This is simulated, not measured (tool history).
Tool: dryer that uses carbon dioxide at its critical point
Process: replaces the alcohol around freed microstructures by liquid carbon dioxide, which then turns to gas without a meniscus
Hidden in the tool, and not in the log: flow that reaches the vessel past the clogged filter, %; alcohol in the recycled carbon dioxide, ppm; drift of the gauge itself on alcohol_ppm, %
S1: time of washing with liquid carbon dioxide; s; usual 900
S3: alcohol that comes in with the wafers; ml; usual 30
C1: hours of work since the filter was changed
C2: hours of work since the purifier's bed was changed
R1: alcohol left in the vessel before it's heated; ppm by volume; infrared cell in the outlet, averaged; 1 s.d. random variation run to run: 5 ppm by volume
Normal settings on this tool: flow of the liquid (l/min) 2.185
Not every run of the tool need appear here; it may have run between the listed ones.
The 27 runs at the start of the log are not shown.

At hour 556.4: inlet filter changed.
Run 28, hour 556.4: usual settings but S1 1200 s, flow of the liquid (l/min) 2.49; C1 0; C2 560. Result: R1 60 ppm by volume.
Run 29, hour 573.4: usual settings but flow of the liquid (l/min) 2.39, S3 51 ml; C1 6; C2 566. Result: R1 88 ppm by volume.
Run 30, hour 600.3: usual settings but flow of the liquid (l/min) 2.2, S3 79 ml; C1 15; C2 576. Result: R1 129 ppm by volume.
Run 31, hour 616.1: usual settings but flow of the liquid (l/min) 2.2, S3 25 ml; C1 21; C2 581. Result: R1 88 ppm by volume.
Run 32, hour 632.6: usual settings but flow of the liquid (l/min) 2.2, S3 25 ml; C1 27; C2 587. Result: R1 85 ppm by volume.
Run 33, hour 651.1: usual settings but S1 780 s, flow of the liquid (l/min) 1.51, S3 115 ml; C1 33; C2 594. Result: R1 958 ppm by volume.
Run 34, hour 677.8: usual settings but S1 780 s, flow of the liquid (l/min) 1.51, S3 115 ml; C1 42; C2 603. Result: R1 973 ppm by volume.
Run 35, hour 697.9: usual settings but S1 540 s, S3 80 ml; C1 50; C2 610. Result: R1 735 ppm by volume.
Run 36, hour 718.3: usual settings but flow of the liquid (l/min) 2.72, S3 80 ml; C1 57; C2 617. Result: R1 84 ppm by volume.
Run 37, hour 736.7: usual settings but S1 720 s, flow of the liquid (l/min) 2.32, S3 34 ml; C1 63; C2 624. Result: R1 140 ppm by volume.
Run 38, hour 749.9: usual settings but S1 840 s, flow of the liquid (l/min) 2.38, S3 56 ml; C1 68; C2 628. Result: R1 115 ppm by volume.
Run 39, hour 774.2: usual settings but flow of the liquid (l/min) 3.21; C1 76; C2 637. Result: R1 74 ppm by volume.
Run 40, hour 791.4: usual settings but S1 540 s, flow of the liquid (l/min) 2.43, S3 24 ml; C1 82; C2 643. Result: R1 216 ppm by volume.
Run 41, hour 814.2: usual settings but S1 540 s, flow of the liquid (l/min) 1.42, S3 24 ml; C1 90; C2 651. Result: R1 735 ppm by volume.
Run 42, hour 831.9: usual settings but S1 1320 s, flow of the liquid (l/min) 1.67, S3 67 ml; C1 96; C2 657. Result: R1 105 ppm by volume.
Run 43, hour 855.7: usual settings but S1 660 s, flow of the liquid (l/min) 3.03, S3 67 ml; C1 105; C2 665. Result: R1 136 ppm by volume.
Run 44, hour 868.6: usual settings but S1 1440 s, flow of the liquid (l/min) 2.54, S3 94 ml; C1 109; C2 670. Result: R1 82 ppm by volume.
Run 45, hour 887.5: usual settings but S1 1440 s, flow of the liquid (l/min) 3.53, S3 35 ml; C1 116; C2 676. Result: R1 74 ppm by volume.
Run 46, hour 911.1: usual settings but S1 1440 s, flow of the liquid (l/min) 3.53, S3 35 ml; C1 124; C2 685. Result: R1 89 ppm by volume.
Run 47, hour 929.9: usual settings but S1 1260 s, flow of the liquid (l/min) 2.58; C1 131; C2 691. Result: R1 79 ppm by volume.

4 options for the next run, each taken on its own from the tool as it stands now. Forecast them:
Run A, hour 957.2: usual settings but S1 720 s, flow of the liquid (l/min) 2.58, S3 48 ml; C1 140; C2 701. Result: R1 ?.
Run B, hour 957.2: usual settings but S1 720 s, flow of the liquid (l/min) 1.5; C1 140; C2 701. Result: R1 ?.
Run C, hour 957.2: usual settings but S1 780 s, flow of the liquid (l/min) 2; C1 140; C2 701. Result: R1 ?.
Run D, hour 957.2: usual settings but S1 600 s, flow of the liquid (l/min) 2.37; C1 140; C2 701. Result: R1 ?.

run   R1
  A  158
  B  456
  C  181
  D  222
Stripped of hidden state, with their random variation kept, the same runs would have yielded:
run   R1
  A   66
  B  311
  C   81
  D  114

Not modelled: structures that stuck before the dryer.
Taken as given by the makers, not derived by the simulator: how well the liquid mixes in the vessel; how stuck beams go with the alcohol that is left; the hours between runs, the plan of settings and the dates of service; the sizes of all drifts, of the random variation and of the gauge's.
